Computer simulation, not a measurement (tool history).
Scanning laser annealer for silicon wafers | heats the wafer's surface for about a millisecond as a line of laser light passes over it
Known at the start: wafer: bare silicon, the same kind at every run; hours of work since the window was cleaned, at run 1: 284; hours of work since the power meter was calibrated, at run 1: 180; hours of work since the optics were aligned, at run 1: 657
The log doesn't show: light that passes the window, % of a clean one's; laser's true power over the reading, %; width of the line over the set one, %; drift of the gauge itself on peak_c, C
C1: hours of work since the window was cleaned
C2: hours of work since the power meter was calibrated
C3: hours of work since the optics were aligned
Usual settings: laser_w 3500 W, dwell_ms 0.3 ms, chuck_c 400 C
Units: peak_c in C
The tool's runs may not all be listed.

run 1 hour=0 | laser_w=3500 dwell_ms=0.3 chuck_c=400 | C1=284 C2=180 C3=657 | peak_c=1202
run 2 hour=11.9 | laser_w=3500 dwell_ms=0.3 chuck_c=400 | C1=293 C2=189 C3=666 | peak_c=1205
run 3 hour=28.7 | laser_w=3500 dwell_ms=0.3 chuck_c=400 | C1=306 C2=202 C3=678 | peak_c=1204
run 4 hour=44.2 | laser_w=3500 dwell_ms=0.3 chuck_c=400 | C1=317 C2=213 C3=690 | peak_c=1205
run 5 hour=56 | laser_w=3500 dwell_ms=0.3 chuck_c=400 | C1=326 C2=222 C3=699 | peak_c=1205
run 6 hour=71.1 | laser_w=3500 dwell_ms=0.3 chuck_c=400 | C1=337 C2=233 C3=710 | peak_c=1204
run 7 hour=80.8 | laser_w=3500 dwell_ms=0.3 chuck_c=407 | C1=345 C2=240 C3=717 | peak_c=1208
run 8 hour=93.6 | laser_w=3500 dwell_ms=0.3 chuck_c=407 | C1=354 C2=250 C3=727 | peak_c=1211
run 9 hour=109.8 | laser_w=3500 dwell_ms=0.3 chuck_c=400 | C1=366 C2=262 C3=739 | peak_c=1204
run 10 hour=118.2 | laser_w=3500 dwell_ms=0.3 chuck_c=400 | C1=373 C2=268 C3=745 | peak_c=1205
run 11 hour=128.4 | laser_w=3608 dwell_ms=0.319 chuck_c=375 | C1=380 C2=276 C3=753 | peak_c=1229
run 12 hour=140.5 | laser_w=3608 dwell_ms=0.319 chuck_c=375 | C1=389 C2=285 C3=762 | peak_c=1232
run 13 hour=154.4 | laser_w=3472 dwell_ms=0.251 chuck_c=371 | C1=400 C2=295 C3=772 | peak_c=1088
run 14 hour=171.5 | laser_w=3472 dwell_ms=0.251 chuck_c=371 | C1=412 C2=308 C3=785 | peak_c=1085
run 15 hour=188.9 | laser_w=3472 dwell_ms=0.251 chuck_c=371 | C1=425 C2=321 C3=798 | peak_c=1087
run 16 hour=198.6 | laser_w=2999 dwell_ms=0.215 chuck_c=395 | C1=433 C2=328 C3=805 | peak_c=955
run 17 hour=208.7 | laser_w=3486 dwell_ms=0.215 chuck_c=395 | C1=440 C2=336 C3=813 | peak_c=1053
run 18 hour=219.7 | laser_w=3632 dwell_ms=0.253 chuck_c=376 | C1=448 C2=344 C3=821 | peak_c=1127

Forecast each of these 4 alternatives for the next run:
run A hour=229.2 | laser_w=3500 dwell_ms=0.324 chuck_c=416 | C1=455 C2=351 C3=828 | peak_c=?
run B hour=229.2 | laser_w=2977 dwell_ms=0.3 chuck_c=400 | C1=455 C2=351 C3=828 | peak_c=?
run C hour=229.2 | laser_w=3142 dwell_ms=0.377 chuck_c=400 | C1=455 C2=351 C3=828 | peak_c=?
run D hour=229.2 | laser_w=3654 dwell_ms=0.3 chuck_c=400 | C1=455 C2=351 C3=828 | peak_c=?

run=A peak_c=1251
run=B peak_c=1077
run=C peak_c=1215
run=D peak_c=1232
Without the tool's hidden state the same runs would have given:
run=A peak_c=1274
run=B peak_c=1096
run=C peak_c=1238
run=D peak_c=1255

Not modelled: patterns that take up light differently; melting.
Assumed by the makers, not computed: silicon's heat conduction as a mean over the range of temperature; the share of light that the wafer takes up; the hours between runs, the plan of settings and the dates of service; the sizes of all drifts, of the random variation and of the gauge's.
